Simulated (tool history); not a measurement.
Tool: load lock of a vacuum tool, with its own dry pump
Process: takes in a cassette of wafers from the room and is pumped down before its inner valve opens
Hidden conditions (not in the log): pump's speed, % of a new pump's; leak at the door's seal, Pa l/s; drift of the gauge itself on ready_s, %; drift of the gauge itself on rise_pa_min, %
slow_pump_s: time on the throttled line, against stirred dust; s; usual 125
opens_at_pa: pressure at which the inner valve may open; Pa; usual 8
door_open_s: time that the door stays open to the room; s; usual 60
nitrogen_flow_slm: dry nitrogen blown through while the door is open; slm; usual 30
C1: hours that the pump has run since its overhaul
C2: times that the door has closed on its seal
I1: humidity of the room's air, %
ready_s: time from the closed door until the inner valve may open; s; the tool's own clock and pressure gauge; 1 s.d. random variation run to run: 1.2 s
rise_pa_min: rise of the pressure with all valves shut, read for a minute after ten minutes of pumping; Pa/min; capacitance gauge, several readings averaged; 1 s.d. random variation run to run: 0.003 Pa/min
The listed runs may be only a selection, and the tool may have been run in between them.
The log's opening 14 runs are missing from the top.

Run 15, hour 6121.8: usual settings; C1 571; C2 43896; I1 42.6. Result: ready_s 190.2 s, rise_pa_min 0.118 Pa/min.
Run 16, hour 6409.4: usual settings but door_open_s 199 s; C1 859; C2 44324; I1 48.3. Result: ready_s 194.4 s, rise_pa_min 0.148 Pa/min.
Run 17, hour 6997.3: usual settings but door_open_s 100 s; C1 1446; C2 45198; I1 45.2. Result: ready_s 191.6 s, rise_pa_min 0.135 Pa/min.
Run 18, hour 7521.2: usual settings but door_open_s 100 s; C1 1970; C2 45978; I1 43.7. Result: ready_s 193.3 s, rise_pa_min 0.137 Pa/min.
Run 19, hour 8097.8: usual settings but door_open_s 100 s; C1 2547; C2 46835; I1 45.8. Result: ready_s 194.9 s, rise_pa_min 0.148 Pa/min.
Run 20, hour 8617.4: usual settings but slow_pump_s 73 s, opens_at_pa 13 Pa, nitrogen_flow_slm 14 slm; C1 3067; C2 47608; I1 47.5. Result: ready_s 147 s, rise_pa_min 0.152 Pa/min.
Run 21, hour 9162.1: usual settings but slow_pump_s 73 s, opens_at_pa 13 Pa, nitrogen_flow_slm 14 slm; C1 3611; C2 48418; I1 44.1. Result: ready_s 147.9 s, rise_pa_min 0.143 Pa/min.
Run 22, hour 9758.6: usual settings but slow_pump_s 73 s, opens_at_pa 13 Pa, nitrogen_flow_slm 14 slm; C1 4208; C2 49305; I1 44.7. Result: ready_s 148.1 s, rise_pa_min 0.149 Pa/min.
Run 23, hour 10251.2: usual settings but slow_pump_s 73 s, opens_at_pa 13 Pa, nitrogen_flow_slm 14 slm; C1 4700; C2 50038; I1 45.2. Result: ready_s 148 s, rise_pa_min 0.15 Pa/min.
Run 24, hour 10884.6: usual settings but slow_pump_s 73 s, opens_at_pa 13 Pa, nitrogen_flow_slm 14 slm; C1 5334; C2 50980; I1 46.2. Result: ready_s 149.1 s, rise_pa_min 0.16 Pa/min.
Run 25, hour 11275.5: usual settings but slow_pump_s 73 s, opens_at_pa 13 Pa, nitrogen_flow_slm 14 slm; C1 5725; C2 51561; I1 41.2. Result: ready_s 150.8 s, rise_pa_min 0.152 Pa/min.
Run 26, hour 11560.1: usual settings but slow_pump_s 73 s, opens_at_pa 13 Pa, nitrogen_flow_slm 14 slm; C1 6009; C2 51985; I1 42.9. Result: ready_s 150.2 s, rise_pa_min 0.156 Pa/min.
Run 27, hour 12089.9: usual settings but slow_pump_s 73 s, opens_at_pa 13 Pa, nitrogen_flow_slm 14 slm; C1 6539; C2 52773; I1 45.7. Result: ready_s 150.6 s, rise_pa_min 0.162 Pa/min.
Run 28, hour 12725.3: usual settings but slow_pump_s 142 s, opens_at_pa 12 Pa, nitrogen_flow_slm 5 slm; C1 7174; C2 53718; I1 46.5. Result: ready_s 209 s, rise_pa_min 0.169 Pa/min.
Run 29, hour 12996.9: usual settings but slow_pump_s 142 s, opens_at_pa 12 Pa, nitrogen_flow_slm 9 slm; C1 7446; C2 54122; I1 45.8. Result: ready_s 207 s, rise_pa_min 0.172 Pa/min.
Run 30, hour 13442.2: usual settings but slow_pump_s 69 s, opens_at_pa 15 Pa, nitrogen_flow_slm 43 slm; C1 7891; C2 54784; I1 44.5. Result: ready_s 145.8 s, rise_pa_min 0.147 Pa/min.
Run 31, hour 14024.8: usual settings but slow_pump_s 69 s, opens_at_pa 15 Pa, nitrogen_flow_slm 43 slm; C1 8474; C2 55650; I1 47. Result: ready_s 147.8 s, rise_pa_min 0.156 Pa/min.
Run 32, hour 14405.4: usual settings but slow_pump_s 69 s, opens_at_pa 15 Pa, nitrogen_flow_slm 43 slm; C1 8854; C2 56216; I1 46.5. Result: ready_s 147.9 s, rise_pa_min 0.158 Pa/min.
Run 33, hour 14946.9: usual settings but slow_pump_s 69 s, opens_at_pa 15 Pa, nitrogen_flow_slm 43 slm; C1 9396; C2 57022; I1 44. Result: ready_s 150.1 s, rise_pa_min 0.163 Pa/min.
Run 34, hour 15566.1: usual settings but slow_pump_s 179 s, opens_at_pa 15 Pa, door_open_s 32 s, nitrogen_flow_slm 43 slm; C1 10015; C2 57943; I1 44.6. Result: ready_s 233.7 s, rise_pa_min 0.168 Pa/min.
Run 35, hour 15947.6: usual settings but slow_pump_s 146 s, opens_at_pa 15 Pa, door_open_s 106 s, nitrogen_flow_slm 43 slm; C1 10397; C2 58510; I1 46.8. Result: ready_s 208.6 s, rise_pa_min 0.174 Pa/min.
Run 36, hour 16452.3: usual settings but slow_pump_s 146 s, opens_at_pa 15 Pa, door_open_s 106 s, nitrogen_flow_slm 43 slm; C1 10901; C2 59261; I1 47.3. Result: ready_s 210.3 s, rise_pa_min 0.182 Pa/min.
Run 37, hour 16815.1: usual settings but slow_pump_s 165 s, opens_at_pa 15 Pa, door_open_s 106 s, nitrogen_flow_slm 43 slm; C1 11264; C2 59800; I1 47.2. Result: ready_s 225.6 s, rise_pa_min 0.185 Pa/min.
Run 38, hour 17336: usual settings but slow_pump_s 86 s, opens_at_pa 12 Pa, door_open_s 32 s, nitrogen_flow_slm 43 slm; C1 11785; C2 60575; I1 45.5. Result: ready_s 166.6 s, rise_pa_min 0.166 Pa/min.

Below are 3 alternative next runs, each starting from the tool's condition after run 38. Predict each:
Run A, hour 17981.9: usual settings but slow_pump_s 86 s, opens_at_pa 12 Pa, door_open_s 228 s, nitrogen_flow_slm 43 slm; C1 12431; C2 61536; I1 45.2. Result: ready_s ?, rise_pa_min ?.
Run B, hour 17981.9: usual settings but slow_pump_s 76 s, opens_at_pa 12 Pa, door_open_s 31 s, nitrogen_flow_slm 43 slm; C1 12431; C2 61536; I1 40.3. Result: ready_s ?, rise_pa_min ?.
Run C, hour 17981.9: usual settings but nitrogen_flow_slm 7 slm; C1 12431; C2 61536; I1 48. Result: ready_s ?, rise_pa_min ?.

run  ready_s  rise_pa_min
  A    167.6        0.197
  B    159.5        0.171
  C    203.4        0.213
With no hidden state in the tool, these same runs would have given:
run  ready_s  rise_pa_min
  A    155.3        0.048
  B    147.1        0.022
  C    191.6         0.06
